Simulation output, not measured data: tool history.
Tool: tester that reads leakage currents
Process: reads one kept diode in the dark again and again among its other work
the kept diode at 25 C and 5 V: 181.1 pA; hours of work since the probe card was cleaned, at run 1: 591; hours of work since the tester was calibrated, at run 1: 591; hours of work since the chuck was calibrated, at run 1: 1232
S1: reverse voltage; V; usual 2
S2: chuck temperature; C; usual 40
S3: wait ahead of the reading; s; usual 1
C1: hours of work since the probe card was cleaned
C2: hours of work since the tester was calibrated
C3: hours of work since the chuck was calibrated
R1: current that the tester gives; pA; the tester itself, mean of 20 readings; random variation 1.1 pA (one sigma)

run     day    S1  S2    S3   C1   C2    C3       R1
  1       0     2  40     1  591  591  1232   436.06
  2   1.671     2  40     1  610  610  1251    435.8
  3   2.833     2  40     1  624  624  1265   434.59
  4   4.108     2  40     1  638  638  1279    438.1
  5   5.312     2  40     1  652  652  1293   436.51
  6   6.821     2  40     1  669  669  1310   436.29
  7   8.258     2  40     1  685  685  1327   439.05
  8   9.933  5.75  40     1  705  705  1346   782.87
  9  11.796  4.84  40     1  726  726  1367   715.13
 10  14.071  4.84  40  6.65  752  752  1393   715.04
 11   15.65  4.84  40  0.38  770  770  1411   717.48
 12  17.688  4.84  45  0.72  793  793  1434  1054.75
 13  19.675     2  48     1  816  816  1457   813.56
 14  21.962  1.67  40     1  842  842  1483   403.28
 15  24.054  1.67  40     1  866  866  1507   404.96
 16  24.996   9.2  26     1  876  876  1517   341.81
 17  26.762  1.95  26  0.57  896  896  1538   145.05
 18  28.783  1.95  25   0.6  919  919  1561   133.09
 19  30.621  1.95  25   0.6  940  940  1582   133.59

Hidden state or all else? Some run-to-run changes of R1, split into what the settings, what came in and random variation would give without the hidden state, and what is left for the hidden state (with any gauge scatter that isn't in both results):
The hidden state here: stray current of the dirty probe card, pA a volt; current scale over the true one, %; true chuck temperature over the reading, C; drift of the gauge itself on leakage_pa, %.
Run 13 -> 14: S1 2 -> 1.67, S2 48 -> 40. R1 -410.28 pA: hidden state -51.56, all else -358.72.
